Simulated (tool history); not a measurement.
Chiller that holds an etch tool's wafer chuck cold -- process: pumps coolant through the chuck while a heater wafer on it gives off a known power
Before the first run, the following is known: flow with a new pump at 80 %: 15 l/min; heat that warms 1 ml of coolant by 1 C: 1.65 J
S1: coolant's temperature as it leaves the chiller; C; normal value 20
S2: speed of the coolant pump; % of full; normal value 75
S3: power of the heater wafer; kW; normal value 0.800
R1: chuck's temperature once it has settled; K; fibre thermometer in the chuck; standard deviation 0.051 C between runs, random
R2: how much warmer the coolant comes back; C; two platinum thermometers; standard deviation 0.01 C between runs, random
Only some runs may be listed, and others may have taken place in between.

run 1 day=0.000 | S1=20 S2=75 S3=0.800 | R1=299.19 R2=2.07
run 2 day=1.600 | S1=20 S2=75 S3=0.800 | R1=299.21 R2=2.09
run 3 day=3.204 | S1=20 S2=75 S3=0.800 | R1=299.13 R2=2.08
run 4 day=4.767 | S1=13 S2=75 S3=0.800 | R1=292.21 R2=2.08
run 5 day=6.229 | S1=13 S2=75 S3=0.800 | R1=292.14 R2=2.07
run 6 day=8.392 | S1=13 S2=75 S3=0.800 | R1=292.15 R2=2.08
run 7 day=9.733 | S1=13 S2=75 S3=0.800 | R1=292.27 R2=2.09
run 8 day=11.521 | S1=13 S2=75 S3=1.000 | R1=293.82 R2=2.61
run 9 day=13.312 | S1=20 S2=75 S3=0.800 | R1=299.21 R2=2.10
run 10 day=15.150 | S1=20 S2=75 S3=0.800 | R1=299.28 R2=2.10
run 11 day=17.525 | S1=29 S2=75 S3=0.800 | R1=308.33 R2=2.09
run 12 day=18.988 | S1=20 S2=82 S3=0.800 | R1=299.01 R2=1.91
run 13 day=20.338 | S1=20 S2=75 S3=0.800 | R1=299.24 R2=2.08
run 14 day=21.358 | S1=20 S2=75 S3=0.800 | R1=299.27 R2=2.10
run 15 day=23.667 | S1=20 S2=75 S3=0.800 | R1=299.32 R2=2.09
run 16 day=25.262 | S1=20 S2=75 S3=0.800 | R1=299.38 R2=2.09
run 17 day=26.275 | S1=20 S2=74 S3=0.753 | R1=299.05 R2=1.99
run 18 day=27.708 | S1=20 S2=76 S3=0.634 | R1=298.00 R2=1.64
run 19 day=29.138 | S1=15 S2=93 S3=0.999 | R1=294.86 R2=2.10
-- day=29.304 chiller's thermometer calibrated
run 20 day=31.258 | S1=24 S2=61 S3=0.837 | R1=304.49 R2=2.70

What will run 21 give?
run 21 day=32.267 | S1=20 S2=75 S3=0.608 | R1=? R2=?

{"run 21": {"R1": 297.77, "R2": 1.6}}
Without the tool's hidden state the same run would have given R1 297.39 K, R2 1.58 C.

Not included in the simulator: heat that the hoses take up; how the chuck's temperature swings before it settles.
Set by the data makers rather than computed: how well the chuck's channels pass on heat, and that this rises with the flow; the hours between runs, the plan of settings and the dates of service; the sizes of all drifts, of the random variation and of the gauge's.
